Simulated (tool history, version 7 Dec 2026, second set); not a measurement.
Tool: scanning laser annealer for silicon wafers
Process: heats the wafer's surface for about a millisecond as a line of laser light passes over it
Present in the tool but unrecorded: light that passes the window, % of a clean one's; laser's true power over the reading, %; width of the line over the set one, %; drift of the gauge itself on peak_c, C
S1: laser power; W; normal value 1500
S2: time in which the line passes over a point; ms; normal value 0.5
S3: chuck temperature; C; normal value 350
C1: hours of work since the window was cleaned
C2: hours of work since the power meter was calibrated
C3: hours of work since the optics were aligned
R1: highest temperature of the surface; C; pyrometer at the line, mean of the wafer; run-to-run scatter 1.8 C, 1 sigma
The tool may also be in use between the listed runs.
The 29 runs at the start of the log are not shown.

{"run": 30, "day": 11.712, "S1": 1515, "S2": 0.388, "S3": 324, "C1": 181, "C2": 170, "C3": 143, "R1": 980}
{"run": 31, "day": 12.083, "S1": 1515, "S2": 0.388, "S3": 324, "C1": 186, "C2": 176, "C3": 148, "R1": 979}
{"run": 32, "day": 12.329, "S1": 1515, "S2": 0.388, "S3": 324, "C1": 190, "C2": 179, "C3": 152, "R1": 978}
{"run": 33, "day": 12.629, "S1": 1369, "S2": 0.5, "S3": 350, "C1": 194, "C2": 183, "C3": 156, "R1": 1006}
{"run": 34, "day": 13.112, "S1": 1376, "S2": 0.5, "S3": 349, "C1": 201, "C2": 190, "C3": 163, "R1": 1010}
{"run": 35, "day": 13.508, "S1": 1465, "S2": 0.545, "S3": 338, "C1": 207, "C2": 196, "C3": 169, "R1": 1080}
{"run": 36, "day": 13.792, "S1": 1329, "S2": 0.5, "S3": 350, "C1": 211, "C2": 200, "C3": 173, "R1": 989}
{"run": 37, "day": 14.204, "S1": 1500, "S2": 0.381, "S3": 354, "C1": 217, "C2": 206, "C3": 179, "R1": 999}
{"run": 38, "day": 14.65, "S1": 1500, "S2": 0.381, "S3": 354, "C1": 223, "C2": 213, "C3": 185, "R1": 1002}
{"run": 39, "day": 14.888, "S1": 1500, "S2": 0.381, "S3": 354, "C1": 226, "C2": 216, "C3": 189, "R1": 998}
{"run": 40, "day": 15.254, "S1": 1500, "S2": 0.609, "S3": 378, "C1": 232, "C2": 221, "C3": 194, "R1": 1179}
{"run": 41, "day": 15.6, "S1": 1500, "S2": 0.435, "S3": 383, "C1": 237, "C2": 226, "C3": 199, "R1": 1069}

4 options for the next run, each taken on its own from the tool as it stands now. Forecast them:
{"run": "A", "day": 15.9, "S1": 1590, "S2": 0.594, "S3": 335, "C1": 241, "C2": 231, "C3": 204, "R1": "?"}
{"run": "B", "day": 15.9, "S1": 1506, "S2": 0.353, "S3": 334, "C1": 241, "C2": 231, "C3": 204, "R1": "?"}
{"run": "C", "day": 15.9, "S1": 1375, "S2": 0.536, "S3": 375, "C1": 241, "C2": 231, "C3": 204, "R1": "?"}
{"run": "D", "day": 15.9, "S1": 1500, "S2": 0.5, "S3": 386, "C1": 241, "C2": 231, "C3": 204, "R1": "?"}

run=A R1=1179
run=B R1=959
run=C R1=1059
run=D R1=1117
With no hidden state in the tool, these same runs would have given:
run=A R1=1180
run=B R1=960
run=C R1=1060
run=D R1=1118
